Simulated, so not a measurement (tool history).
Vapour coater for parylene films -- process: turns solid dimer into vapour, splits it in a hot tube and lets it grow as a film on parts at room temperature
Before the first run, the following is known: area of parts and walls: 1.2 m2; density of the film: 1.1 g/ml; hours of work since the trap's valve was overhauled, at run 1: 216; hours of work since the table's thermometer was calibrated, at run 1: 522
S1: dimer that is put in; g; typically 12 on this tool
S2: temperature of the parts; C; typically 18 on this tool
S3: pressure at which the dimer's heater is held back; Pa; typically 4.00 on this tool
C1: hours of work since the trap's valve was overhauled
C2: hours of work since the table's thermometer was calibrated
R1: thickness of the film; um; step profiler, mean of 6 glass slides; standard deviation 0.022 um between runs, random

run 1 hour=0.0 | S1=12 S2=18 S3=4.00 | C1=216 C2=522 | R1=4.11
run 2 hour=20.3 | S1=12 S2=18 S3=4.00 | C1=233 C2=539 | R1=4.12
run 3 hour=37.5 | S1=12 S2=18 S3=4.00 | C1=248 C2=554 | R1=4.12
run 4 hour=62.7 | S1=12 S2=18 S3=3.22 | C1=270 C2=576 | R1=4.26
run 5 hour=74.9 | S1=12 S2=18 S3=3.22 | C1=280 C2=586 | R1=4.24
run 6 hour=95.3 | S1=12 S2=18 S3=3.22 | C1=298 C2=604 | R1=4.26
run 7 hour=112.6 | S1=14 S2=18 S3=3.22 | C1=312 C2=618 | R1=4.90
run 8 hour=134.3 | S1=12 S2=18 S3=4.00 | C1=331 C2=637 | R1=4.05
run 9 hour=161.0 | S1=12 S2=18 S3=4.00 | C1=354 C2=660 | R1=4.05
run 10 hour=178.8 | S1=12 S2=13 S3=4.00 | C1=369 C2=675 | R1=4.74
run 11 hour=205.2 | S1=12 S2=13 S3=4.00 | C1=392 C2=698 | R1=4.69
-- hour=223.7 trap's valve overhauled
run 12 hour=228.2 | S1=7 S2=18 S3=4.00 | C1=4 C2=714 | R1=2.56
run 13 hour=243.8 | S1=7 S2=18 S3=4.00 | C1=17 C2=727 | R1=2.56
run 14 hour=272.1 | S1=12 S2=18 S3=2.38 | C1=41 C2=751 | R1=4.84
run 15 hour=292.7 | S1=12 S2=18 S3=4.00 | C1=59 C2=769 | R1=4.36
run 16 hour=321.6 | S1=12 S2=22 S3=4.00 | C1=84 C2=794 | R1=3.81
run 17 hour=337.9 | S1=12 S2=18 S3=3.23 | C1=98 C2=808 | R1=4.51
run 18 hour=358.8 | S1=12 S2=18 S3=3.23 | C1=116 C2=826 | R1=4.50
run 19 hour=377.4 | S1=12 S2=20 S3=4.00 | C1=131 C2=841 | R1=4.02
run 20 hour=395.8 | S1=12 S2=20 S3=4.00 | C1=147 C2=857 | R1=4.02
run 21 hour=419.4 | S1=12 S2=20 S3=4.00 | C1=167 C2=877 | R1=3.98
run 22 hour=438.0 | S1=12 S2=18 S3=3.91 | C1=183 C2=893 | R1=4.26
run 23 hour=465.7 | S1=12 S2=18 S3=2.39 | C1=207 C2=917 | R1=4.65
run 24 hour=484.9 | S1=12 S2=18 S3=2.39 | C1=223 C2=933 | R1=4.67
-- hour=494.0 table's thermometer calibrated
run 25 hour=502.5 | S1=12 S2=13 S3=10.31 | C1=238 C2=7 | R1=4.01
run 26 hour=528.3 | S1=12 S2=13 S3=10.65 | C1=260 C2=29 | R1=3.98
run 27 hour=555.2 | S1=9 S2=29 S3=3.05 | C1=283 C2=52 | R1=2.22
run 28 hour=574.9 | S1=8 S2=20 S3=2.86 | C1=300 C2=69 | R1=2.64
run 29 hour=597.3 | S1=18 S2=18 S3=5.29 | C1=319 C2=88 | R1=5.66
run 30 hour=619.2 | S1=18 S2=18 S3=5.29 | C1=337 C2=107 | R1=5.67
run 31 hour=643.2 | S1=17 S2=18 S3=4.00 | C1=358 C2=128 | R1=5.63
run 32 hour=665.8 | S1=17 S2=18 S3=4.00 | C1=377 C2=147 | R1=5.57
run 33 hour=679.0 | S1=7 S2=27 S3=4.00 | C1=389 C2=158 | R1=1.68
-- hour=699.5 trap's valve overhauled
run 34 hour=699.5 | S1=7 S2=27 S3=4.00 | C1=0 C2=172 | R1=1.88
run 35 hour=723.6 | S1=6 S2=20 S3=3.29 | C1=21 C2=193 | R1=2.08
run 36 hour=741.4 | S1=6 S2=15 S3=2.91 | C1=36 C2=208 | R1=2.52
run 37 hour=768.5 | S1=6 S2=15 S3=2.91 | C1=59 C2=231 | R1=2.53
run 38 hour=791.1 | S1=6 S2=15 S3=2.91 | C1=78 C2=251 | R1=2.48
run 39 hour=806.4 | S1=9 S2=19 S3=4.94 | C1=91 C2=264 | R1=2.95
run 40 hour=821.2 | S1=6 S2=18 S3=6.61 | C1=104 C2=277 | R1=1.94
run 41 hour=848.1 | S1=6 S2=18 S3=8.47 | C1=127 C2=299 | R1=1.82
run 42 hour=861.4 | S1=5 S2=24 S3=4.00 | C1=138 C2=311 | R1=1.42
run 43 hour=881.4 | S1=12 S2=10 S3=4.00 | C1=156 C2=328 | R1=5.52
run 44 hour=903.0 | S1=16 S2=10 S3=3.17 | C1=174 C2=346 | R1=7.55
run 45 hour=927.9 | S1=16 S2=10 S3=3.17 | C1=195 C2=368 | R1=7.59
run 46 hour=944.9 | S1=10 S2=15 S3=8.31 | C1=210 C2=382 | R1=3.33
run 47 hour=971.5 | S1=11 S2=15 S3=8.31 | C1=233 C2=405 | R1=3.64

Consider 3 possible next runs. They are alternatives, not a sequence: every one starts from the tool as it was left by run 47. What does each give?
run A hour=988.6 | S1=14 S2=19 S3=9.20 | C1=247 C2=420 | R1=?
run B hour=988.6 | S1=12 S2=13 S3=4.00 | C1=247 C2=420 | R1=?
run C hour=988.6 | S1=11 S2=29 S3=4.00 | C1=247 C2=420 | R1=?

run=A R1=3.97
run=B R1=4.88
run=C R1=2.62
The same runs, with their run-to-run variation unchanged, on a tool lacking any hidden condition would have given:
run=A R1=4.12
run=B R1=5.06
run=C R1=2.71

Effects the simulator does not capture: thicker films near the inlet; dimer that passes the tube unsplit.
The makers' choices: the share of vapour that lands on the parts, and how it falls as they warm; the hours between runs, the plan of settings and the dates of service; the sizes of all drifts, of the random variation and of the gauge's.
